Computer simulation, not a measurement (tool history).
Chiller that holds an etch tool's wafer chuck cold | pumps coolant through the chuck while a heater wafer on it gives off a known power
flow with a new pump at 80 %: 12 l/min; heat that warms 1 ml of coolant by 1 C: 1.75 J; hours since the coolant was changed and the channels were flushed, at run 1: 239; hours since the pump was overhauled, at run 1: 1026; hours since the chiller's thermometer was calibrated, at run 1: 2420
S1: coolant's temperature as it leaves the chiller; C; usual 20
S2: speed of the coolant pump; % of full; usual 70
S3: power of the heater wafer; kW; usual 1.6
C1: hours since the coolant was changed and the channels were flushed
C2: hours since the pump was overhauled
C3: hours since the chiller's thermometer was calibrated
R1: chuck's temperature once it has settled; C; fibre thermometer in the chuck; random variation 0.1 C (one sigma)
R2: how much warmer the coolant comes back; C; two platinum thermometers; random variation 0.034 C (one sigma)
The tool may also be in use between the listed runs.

{"run": 1, "hour": 0.0, "S1": 20, "S2": 70, "S3": 1.6, "C1": 239, "C2": 1026, "C3": 2420, "R1": 38.1, "R2": 5.22}
{"run": 2, "hour": 175.3, "S1": 20, "S2": 70, "S3": 1.6, "C1": 414, "C2": 1202, "C3": 2595, "R1": 38.2, "R2": 5.23}
{"run": 3, "hour": 263.5, "S1": 20, "S2": 70, "S3": 1.6, "C1": 502, "C2": 1290, "C3": 2683, "R1": 38.2, "R2": 5.2}
{"run": 4, "hour": 357.4, "S1": 20, "S2": 70, "S3": 1.6, "C1": 596, "C2": 1384, "C3": 2777, "R1": 38.1, "R2": 5.24}
{"run": 5, "hour": 514.5, "S1": 20, "S2": 70, "S3": 1.6, "C1": 753, "C2": 1541, "C3": 2934, "R1": 38.2, "R2": 5.26}
{"run": 6, "hour": 722.6, "S1": 20, "S2": 70, "S3": 1.6, "C1": 961, "C2": 1749, "C3": 3142, "R1": 38.1, "R2": 5.2}
{"run": 7, "hour": 906.9, "S1": 21, "S2": 70, "S3": 1.6, "C1": 1146, "C2": 1933, "C3": 3326, "R1": 39.2, "R2": 5.22}
{"hour": 925.9, "done": "chiller's thermometer calibrated"}
{"run": 8, "hour": 1044.8, "S1": 11, "S2": 64, "S3": 1.6, "C1": 1282, "C2": 2070, "C3": 119, "R1": 30.5, "R2": 5.72}
{"run": 9, "hour": 1152.4, "S1": 20, "S2": 70, "S3": 0.81, "C1": 1390, "C2": 2178, "C3": 227, "R1": 29.2, "R2": 2.68}
{"run": 10, "hour": 1251.9, "S1": 15, "S2": 97, "S3": 0.81, "C1": 1490, "C2": 2277, "C3": 326, "R1": 22.4, "R2": 1.97}

Run 11 comes next. What will it give?
{"run": 11, "hour": 1382.1, "S1": 15, "S2": 97, "S3": 0.81, "C1": 1620, "C2": 2407, "C3": 456, "R1": "?", "R2": "?"}

{"run 11": {"R1": 22.2, "R2": 1.96}}
Without the tool's hidden state the same run would have given R1 22.2 C, R2 1.96 C.

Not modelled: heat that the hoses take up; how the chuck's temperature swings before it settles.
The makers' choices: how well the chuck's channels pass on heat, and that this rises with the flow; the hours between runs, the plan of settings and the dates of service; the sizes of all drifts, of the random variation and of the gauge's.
